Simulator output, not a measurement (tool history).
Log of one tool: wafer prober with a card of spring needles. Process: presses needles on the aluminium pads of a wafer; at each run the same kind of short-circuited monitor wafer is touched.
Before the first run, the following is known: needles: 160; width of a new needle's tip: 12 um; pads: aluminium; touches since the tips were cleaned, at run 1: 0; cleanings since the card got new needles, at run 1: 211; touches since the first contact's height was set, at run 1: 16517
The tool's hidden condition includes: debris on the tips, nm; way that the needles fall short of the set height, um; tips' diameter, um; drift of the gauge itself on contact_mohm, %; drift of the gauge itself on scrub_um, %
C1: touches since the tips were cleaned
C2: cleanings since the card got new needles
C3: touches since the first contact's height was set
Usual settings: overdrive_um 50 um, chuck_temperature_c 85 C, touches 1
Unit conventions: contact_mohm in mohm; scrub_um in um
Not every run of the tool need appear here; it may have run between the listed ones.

run 1 day=0 | overdrive_um=50 chuck_temperature_c=85 touches=1 | C1=0 C2=211 C3=16517 | contact_mohm=190 scrub_um=11.52
-- day=0.221 tips cleaned on abrasive film
-- day=0.492 tips cleaned on abrasive film
-- day=0.762 tips cleaned on abrasive film
run 2 day=0.8 | overdrive_um=50 chuck_temperature_c=85 touches=1 | C1=562 C2=214 C3=29258 | contact_mohm=191 scrub_um=11.61
-- day=1.017 tips cleaned on abrasive film
-- day=1.288 tips cleaned on abrasive film
-- day=1.562 tips cleaned on abrasive film
-- day=1.833 tips cleaned on abrasive film
-- day=2.108 tips cleaned on abrasive film
run 3 day=2.312 | overdrive_um=50 chuck_temperature_c=85 touches=1 | C1=3320 C2=219 C3=53457 | contact_mohm=191 scrub_um=11.48
-- day=2.371 tips cleaned on abrasive film
-- day=2.588 tips cleaned on abrasive film
-- day=2.862 tips cleaned on abrasive film
-- day=3.133 tips cleaned on abrasive film
-- day=3.404 tips cleaned on abrasive film
run 4 day=3.533 | overdrive_um=50 chuck_temperature_c=85 touches=1 | C1=2098 C2=224 C3=72954 | contact_mohm=191 scrub_um=11.56
-- day=3.646 tips cleaned on abrasive film
-- day=3.867 tips cleaned on abrasive film
-- day=4.138 tips cleaned on abrasive film
-- day=4.354 tips cleaned on abrasive film
-- day=4.575 tips cleaned on abrasive film
run 5 day=4.592 | overdrive_um=50 chuck_temperature_c=85 touches=1 | C1=248 C2=229 C3=89729 | contact_mohm=190 scrub_um=11.5
-- day=4.808 tips cleaned on abrasive film
-- day=5.029 tips cleaned on abrasive film
-- day=5.3 tips cleaned on abrasive film
-- day=5.521 tips cleaned on abrasive film
run 6 day=5.546 | overdrive_um=50 chuck_temperature_c=85 touches=1 | C1=457 C2=233 C3=104977 | contact_mohm=189 scrub_um=11.5
-- day=5.767 tips cleaned on abrasive film
-- day=5.983 tips cleaned on abrasive film
-- day=6.204 tips cleaned on abrasive film
-- day=6.325 height of the first contact set anew
-- day=6.488 tips cleaned on abrasive film
-- day=6.762 tips cleaned on abrasive film
-- day=6.979 tips cleaned on abrasive film
run 7 day=7.096 | overdrive_um=50 chuck_temperature_c=85 touches=1 | C1=1894 C2=239 C3=12333 | contact_mohm=193 scrub_um=11.49
-- day=7.208 tips cleaned on abrasive film
-- day=7.479 tips cleaned on abrasive film
-- day=7.754 tips cleaned on abrasive film
run 8 day=7.938 | overdrive_um=50 chuck_temperature_c=85 touches=1 | C1=2967 C2=242 C3=25740 | contact_mohm=189 scrub_um=11.42
-- day=7.992 tips cleaned on abrasive film
-- day=8.212 tips cleaned on abrasive film
-- day=8.429 tips cleaned on abrasive film
-- day=8.704 tips cleaned on abrasive film
-- day=8.975 tips cleaned on abrasive film
-- day=9.25 tips cleaned on abrasive film
-- day=9.521 tips cleaned on abrasive film
run 9 day=9.646 | overdrive_um=50 chuck_temperature_c=68 touches=1 | C1=2026 C2=249 C3=52993 | contact_mohm=188 scrub_um=11.46
-- day=9.758 tips cleaned on abrasive film
-- day=10.029 tips cleaned on abrasive film
-- day=10.25 tips cleaned on abrasive film
-- day=10.521 tips cleaned on abrasive film
-- day=10.738 tips cleaned on abrasive film
-- day=11.012 tips cleaned on abrasive film
run 10 day=11.154 | overdrive_um=50 chuck_temperature_c=68 touches=1 | C1=2343 C2=255 C3=77083 | contact_mohm=188 scrub_um=11.5
-- day=11.267 tips cleaned on abrasive film
-- day=11.488 tips cleaned on abrasive film
-- day=11.758 tips cleaned on abrasive film
-- day=11.979 tips cleaned on abrasive film
-- day=12.25 tips cleaned on abrasive film
-- day=12.521 tips cleaned on abrasive film
-- day=12.742 tips cleaned on abrasive film
run 11 day=12.754 | overdrive_um=50 chuck_temperature_c=85 touches=1 | C1=189 C2=262 C3=102499 | contact_mohm=192 scrub_um=11.48
-- day=12.971 tips cleaned on abrasive film
-- day=13.192 tips cleaned on abrasive film
-- day=13.462 tips cleaned on abrasive film
-- day=13.683 tips cleaned on abrasive film
-- day=13.696 height of the first contact set anew
run 12 day=13.854 | overdrive_um=50 chuck_temperature_c=85 touches=1 | C1=2605 C2=266 C3=2605 | contact_mohm=191 scrub_um=11.42
-- day=13.967 tips cleaned on abrasive film
-- day=14.183 tips cleaned on abrasive film
-- day=14.404 tips cleaned on abrasive film
-- day=14.904 card fitted with new needles
-- day=15.121 tips cleaned on abrasive film
-- day=15.396 tips cleaned on abrasive film
-- day=15.667 tips cleaned on abrasive film
run 13 day=15.85 | overdrive_um=50 chuck_temperature_c=85 touches=1 | C1=2974 C2=3 C3=15153 | contact_mohm=195 scrub_um=11.45
-- day=15.908 tips cleaned on abrasive film
-- day=16.179 tips cleaned on abrasive film
-- day=16.454 tips cleaned on abrasive film
-- day=16.671 tips cleaned on abrasive film
run 14 day=16.817 | overdrive_um=50 chuck_temperature_c=85 touches=1 | C1=2351 C2=7 C3=30553 | contact_mohm=193 scrub_um=11.36
-- day=16.929 tips cleaned on abrasive film
-- day=17.2 tips cleaned on abrasive film
-- day=17.421 tips cleaned on abrasive film
-- day=17.692 tips cleaned on abrasive film
-- day=17.962 tips cleaned on abrasive film
run 15 day=18.158 | overdrive_um=50 chuck_temperature_c=27 touches=3 | C1=3114 C2=12 C3=51935 | contact_mohm=180 scrub_um=11.42
-- day=18.212 tips cleaned on abrasive film
-- day=18.488 tips cleaned on abrasive film
-- day=18.704 tips cleaned on abrasive film
-- day=18.925 tips cleaned on abrasive film
run 16 day=19.129 | overdrive_um=33 chuck_temperature_c=102 touches=1 | C1=3327 C2=16 C3=67442 | contact_mohm=204 scrub_um=7.56

Run 17 comes next. What will it give?
-- day=19.188 tips cleaned on abrasive film
-- day=19.458 tips cleaned on abrasive film
-- day=19.733 tips cleaned on abrasive film
-- day=19.95 tips cleaned on abrasive film
-- day=20.225 tips cleaned on abrasive film
run 17 day=20.375 | overdrive_um=66 chuck_temperature_c=31 touches=3 | C1=2447 C2=21 C3=87288 | contact_mohm=? scrub_um=?

{"run 17": {"contact_mohm": 175, "scrub_um": 15.05}}
Minus the tool's unlogged condition, the same run would have read contact_mohm 175 mohm, scrub_um 15.22 um.
